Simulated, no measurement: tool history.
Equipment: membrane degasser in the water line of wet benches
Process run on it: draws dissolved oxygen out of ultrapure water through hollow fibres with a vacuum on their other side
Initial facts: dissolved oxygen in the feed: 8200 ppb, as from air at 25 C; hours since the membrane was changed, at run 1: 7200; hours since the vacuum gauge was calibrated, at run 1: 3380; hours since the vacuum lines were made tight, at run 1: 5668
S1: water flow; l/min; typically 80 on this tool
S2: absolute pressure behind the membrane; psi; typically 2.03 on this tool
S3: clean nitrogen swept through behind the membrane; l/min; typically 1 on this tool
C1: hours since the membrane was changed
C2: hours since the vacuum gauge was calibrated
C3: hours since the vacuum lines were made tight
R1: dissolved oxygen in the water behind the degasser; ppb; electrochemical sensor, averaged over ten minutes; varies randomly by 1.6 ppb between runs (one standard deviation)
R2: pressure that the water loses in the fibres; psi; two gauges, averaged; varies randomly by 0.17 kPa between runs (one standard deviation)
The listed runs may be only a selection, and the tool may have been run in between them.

Run 1, hour 0: usual settings; C1 7200; C2 3380; C3 5668. Result: R1 1294.2 ppb, R2 4.223 psi.
Run 2, hour 144: usual settings; C1 7344; C2 3524; C3 5812. Result: R1 1292.9 ppb, R2 4.218 psi.
Run 3, hour 284.4: usual settings; C1 7484; C2 3665; C3 5953. Result: R1 1290.9 ppb, R2 4.232 psi.
Run 4, hour 511.4: usual settings; C1 7711; C2 3892; C3 6180. Result: R1 1290.3 ppb, R2 4.215 psi.
Run 5, hour 697.3: usual settings but S3 2.15 l/min; C1 7897; C2 4078; C3 6366. Result: R1 764.1 ppb, R2 4.254 psi.
Run 6, hour 801.5: usual settings but S1 70 l/min, S3 2.15 l/min; C1 8001; C2 4182; C3 6470. Result: R1 691.5 ppb, R2 3.751 psi.
Run 7, hour 1027.1: usual settings but S1 70 l/min, S3 2.15 l/min; C1 8227; C2 4408; C3 6696. Result: R1 687.8 ppb, R2 3.706 psi.
Run 8, hour 1173.8: usual settings but S3 0.54 l/min; C1 8373; C2 4554; C3 6842. Result: R1 1815.4 ppb, R2 4.208 psi.
Run 9, hour 1338.8: usual settings but S3 0.54 l/min; C1 8538; C2 4719; C3 7007. Result: R1 1816.1 ppb, R2 4.231 psi.
Run 10, hour 1450.8: usual settings but S1 57 l/min; C1 8650; C2 4831; C3 7119. Result: R1 1033 ppb, R2 3.001 psi.
Run 11, hour 1655.9: usual settings but S1 57 l/min; C1 8855; C2 5036; C3 7324. Result: R1 1031.1 ppb, R2 3.004 psi.
Run 12, hour 1765.5: usual settings; C1 8965; C2 5146; C3 7434. Result: R1 1293.2 ppb, R2 4.194 psi.
At hour 1952.5: vacuum gauge calibrated.
Run 13, hour 1982.3: usual settings but S1 96 l/min; C1 9181; C2 30; C3 7650. Result: R1 1446.3 ppb, R2 5.052 psi.
Run 14, hour 2134.4: usual settings but S1 96 l/min; C1 9333; C2 182; C3 7802. Result: R1 1444.8 ppb, R2 5.056 psi.
Run 15, hour 2337.2: usual settings but S1 96 l/min; C1 9536; C2 385; C3 8005. Result: R1 1444 ppb, R2 5.037 psi.
Run 16, hour 2529.6: usual settings but S1 96 l/min; C1 9729; C2 577; C3 8198. Result: R1 1445.6 ppb, R2 5.092 psi.
Run 17, hour 2717.5: usual settings but S3 2.79 l/min; C1 9917; C2 765; C3 8385. Result: R1 625.8 ppb, R2 4.19 psi.
Run 18, hour 2936.8: usual settings but S1 125 l/min, S2 2.9 psi, S3 1.99 l/min; C1 10136; C2 984; C3 8605. Result: R1 1633.2 ppb, R2 6.631 psi.
Run 19, hour 3082.7: usual settings but S1 125 l/min, S2 2.9 psi, S3 0.5 l/min; C1 10282; C2 1130; C3 8751. Result: R1 3262.1 ppb, R2 6.608 psi.
Run 20, hour 3286: usual settings but S1 61 l/min, S2 2.9 psi, S3 0.89 l/min; C1 10485; C2 1334; C3 8954. Result: R1 1712.9 ppb, R2 3.223 psi.
Run 21, hour 3457.3: usual settings but S1 110 l/min, S2 2.48 psi, S3 2.02 l/min; C1 10656; C2 1505; C3 9125. Result: R1 1263.9 ppb, R2 5.804 psi.
Run 22, hour 3639.1: usual settings but S1 110 l/min, S2 2.48 psi, S3 2.02 l/min; C1 10838; C2 1687; C3 9307. Result: R1 1264.5 ppb, R2 5.813 psi.
Run 23, hour 3834: usual settings but S1 74 l/min, S2 3.68 psi, S3 1.04 l/min; C1 11033; C2 1882; C3 9502. Result: R1 2189.4 ppb, R2 3.92 psi.
Run 24, hour 3949.1: usual settings but S1 68 l/min, S3 1.43 l/min; C1 11148; C2 1997; C3 9617. Result: R1 910.9 ppb, R2 3.548 psi.
Run 25, hour 4072.1: usual settings but S1 69 l/min, S2 2.39 psi, S3 0.48 l/min; C1 11271; C2 2120; C3 9740. Result: R1 2132.2 ppb, R2 3.619 psi.
Run 26, hour 4255.1: usual settings but S1 69 l/min, S2 2.39 psi, S3 1.2 l/min; C1 11454; C2 2303; C3 9923. Result: R1 1250.7 ppb, R2 3.636 psi.
At hour 4272.9: seals of the vacuum lines changed.
Run 27, hour 4465.7: usual settings but S3 1.58 l/min; C1 11663; C2 2511; C3 193. Result: R1 957 ppb, R2 4.186 psi.
Run 28, hour 4631.5: usual settings but S1 85 l/min, S2 1.86 psi, S3 0.7 l/min; C1 11829; C2 2677; C3 359. Result: R1 1483.9 ppb, R2 4.419 psi.
Run 29, hour 4774.2: usual settings but S1 51 l/min, S2 1.42 psi, S3 0.61 l/min; C1 11971; C2 2820; C3 501. Result: R1 847.7 ppb, R2 2.677 psi.
Run 30, hour 4951.6: usual settings but S2 3.02 psi, S3 0.98 l/min; C1 12149; C2 2997; C3 679. Result: R1 1976.5 ppb, R2 4.229 psi.
Run 31, hour 5135.7: usual settings but S1 76 l/min, S2 2.41 psi, S3 0.41 l/min; C1 12333; C2 3181; C3 863. Result: R1 2421.7 ppb, R2 4.057 psi.

Predict each of these 5 candidate next runs independently; none follows another, all start after run 31:
Run A, hour 5285: usual settings but S1 114 l/min, S2 1.38 psi; C1 12482; C2 3331; C3 1012. Result: R1 ?, R2 ?.
Run B, hour 5285: usual settings but S1 76 l/min, S2 2.41 psi, S3 1.8 l/min; C1 12482; C2 3331; C3 1012. Result: R1 ?, R2 ?.
Run C, hour 5285: usual settings but S1 61 l/min, S2 3.65 psi, S3 0.4 l/min; C1 12482; C2 3331; C3 1012. Result: R1 ?, R2 ?.
Run D, hour 5285: usual settings but S1 76 l/min, S2 1.75 psi, S3 0.41 l/min; C1 12482; C2 3331; C3 1012. Result: R1 ?, R2 ?.
Run E, hour 5285: usual settings but S2 1.68 psi, S3 2.3 l/min; C1 12482; C2 3331; C3 1012. Result: R1 ?, R2 ?.

run      R1     R2
  A   987.4  6.036
  B  1014.7  4.006
  C  3225.3    3.2
  D    1710  3.978
  E   577.9  4.206
Without the tool's unlogged condition, the same runs would have read:
run      R1     R2
  A   987.2  6.034
  B  1014.6  4.003
  C  3225.2  3.198
  D  1709.8  3.975
  E   577.8  4.203
